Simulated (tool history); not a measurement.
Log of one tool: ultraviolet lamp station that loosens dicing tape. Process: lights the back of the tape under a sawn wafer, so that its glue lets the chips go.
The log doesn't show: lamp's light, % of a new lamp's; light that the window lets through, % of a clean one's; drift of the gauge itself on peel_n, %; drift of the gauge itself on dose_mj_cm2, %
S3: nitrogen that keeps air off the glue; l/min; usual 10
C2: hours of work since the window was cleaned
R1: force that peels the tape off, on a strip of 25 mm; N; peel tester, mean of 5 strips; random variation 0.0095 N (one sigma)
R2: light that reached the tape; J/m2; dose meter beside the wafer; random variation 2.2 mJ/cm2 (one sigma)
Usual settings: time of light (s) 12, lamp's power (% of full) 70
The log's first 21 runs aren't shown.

{"run": 22, "day": 16.308, "time of light (s)": 12, "lamp's power (% of full)": 70, "S3": 16, "hours of work of the lamp": 794, "C2": 566, "R1": 0.291, "R2": 2000}
{"run": 23, "day": 16.767, "time of light (s)": 12, "lamp's power (% of full)": 70, "S3": 16, "hours of work of the lamp": 801, "C2": 573, "R1": 0.278, "R2": 2000}
{"run": 24, "day": 17.496, "time of light (s)": 12, "lamp's power (% of full)": 79, "S3": 6, "hours of work of the lamp": 812, "C2": 584, "R1": 0.5, "R2": 2260}
{"run": 25, "day": 18.475, "time of light (s)": 22, "lamp's power (% of full)": 70, "S3": 5, "hours of work of the lamp": 827, "C2": 600, "R1": 0.228, "R2": 3680}
{"run": 26, "day": 19.033, "time of light (s)": 22, "lamp's power (% of full)": 70, "S3": 5, "hours of work of the lamp": 836, "C2": 608, "R1": 0.228, "R2": 3710}
{"run": 27, "day": 19.708, "time of light (s)": 22, "lamp's power (% of full)": 70, "S3": 5, "hours of work of the lamp": 847, "C2": 619, "R1": 0.231, "R2": 3660}
{"run": 28, "day": 20.696, "time of light (s)": 22, "lamp's power (% of full)": 70, "S3": 5, "hours of work of the lamp": 862, "C2": 634, "R1": 0.215, "R2": 3630}
{"run": 29, "day": 21.229, "time of light (s)": 22, "lamp's power (% of full)": 70, "S3": 5, "hours of work of the lamp": 870, "C2": 643, "R1": 0.233, "R2": 3630}
{"day": 21.6, "done": "window cleaned of glue's vapour"}
{"run": 30, "day": 22.204, "time of light (s)": 22, "lamp's power (% of full)": 70, "S3": 5, "hours of work of the lamp": 885, "C2": 9, "R1": 0.224, "R2": 3610}
{"run": 31, "day": 22.967, "time of light (s)": 22, "lamp's power (% of full)": 70, "S3": 5, "hours of work of the lamp": 897, "C2": 21, "R1": 0.226, "R2": 3620}
{"run": 32, "day": 23.738, "time of light (s)": 18, "lamp's power (% of full)": 85, "S3": 15, "hours of work of the lamp": 909, "C2": 33, "R1": 0.142, "R2": 3620}
{"run": 33, "day": 24.367, "time of light (s)": 24, "lamp's power (% of full)": 85, "S3": 13, "hours of work of the lamp": 919, "C2": 43, "R1": 0.141, "R2": 4840}
{"run": 34, "day": 25.188, "time of light (s)": 10, "lamp's power (% of full)": 96, "S3": 4, "hours of work of the lamp": 932, "C2": 56, "R1": 0.68, "R2": 2300}
{"run": 35, "day": 25.783, "time of light (s)": 10, "lamp's power (% of full)": 96, "S3": 4, "hours of work of the lamp": 941, "C2": 65, "R1": 0.665, "R2": 2250}
{"run": 36, "day": 26.583, "time of light (s)": 12, "lamp's power (% of full)": 70, "S3": 20, "hours of work of the lamp": 953, "C2": 78, "R1": 0.244, "R2": 2010}
{"run": 37, "day": 27.383, "time of light (s)": 12, "lamp's power (% of full)": 71, "S3": 5, "hours of work of the lamp": 966, "C2": 90, "R1": 0.69, "R2": 2030}
{"run": 38, "day": 28.217, "time of light (s)": 10, "lamp's power (% of full)": 74, "S3": 10, "hours of work of the lamp": 979, "C2": 103, "R1": 0.515, "R2": 1750}
{"run": 39, "day": 29.212, "time of light (s)": 10, "lamp's power (% of full)": 74, "S3": 12, "hours of work of the lamp": 994, "C2": 119, "R1": 0.45, "R2": 1780}
{"run": 40, "day": 29.896, "time of light (s)": 10, "lamp's power (% of full)": 74, "S3": 12, "hours of work of the lamp": 1005, "C2": 129, "R1": 0.452, "R2": 1740}
{"run": 41, "day": 30.896, "time of light (s)": 10, "lamp's power (% of full)": 74, "S3": 12, "hours of work of the lamp": 1021, "C2": 145, "R1": 0.474, "R2": 1750}
{"run": 42, "day": 31.346, "time of light (s)": 15, "lamp's power (% of full)": 77, "S3": 10, "hours of work of the lamp": 1028, "C2": 152, "R1": 0.227, "R2": 2730}
{"run": 43, "day": 31.792, "time of light (s)": 19, "lamp's power (% of full)": 85, "S3": 15, "hours of work of the lamp": 1034, "C2": 159, "R1": 0.149, "R2": 3820}
{"run": 44, "day": 32.708, "time of light (s)": 23, "lamp's power (% of full)": 80, "S3": 10, "hours of work of the lamp": 1049, "C2": 173, "R1": 0.134, "R2": 4370}

Forecast each of these 3 alternatives for the next run:
{"run": "A", "day": 33.688, "time of light (s)": 18, "lamp's power (% of full)": 100, "S3": 8, "hours of work of the lamp": 1064, "C2": 188, "R1": "?", "R2": "?"}
{"run": "B", "day": 33.688, "time of light (s)": 10, "lamp's power (% of full)": 73, "S3": 13, "hours of work of the lamp": 1064, "C2": 188, "R1": "?", "R2": "?"}
{"run": "C", "day": 33.688, "time of light (s)": 9, "lamp's power (% of full)": 80, "S3": 10, "hours of work of the lamp": 1064, "C2": 188, "R1": "?", "R2": "?"}

run=A R1=0.159 R2=4320
run=B R1=0.440 R2=1740
run=C R1=0.552 R2=1730
Without the tool's hidden state the same runs would have given:
run=A R1=0.159 R2=4330
run=B R1=0.438 R2=1740
run=C R1=0.549 R2=1740

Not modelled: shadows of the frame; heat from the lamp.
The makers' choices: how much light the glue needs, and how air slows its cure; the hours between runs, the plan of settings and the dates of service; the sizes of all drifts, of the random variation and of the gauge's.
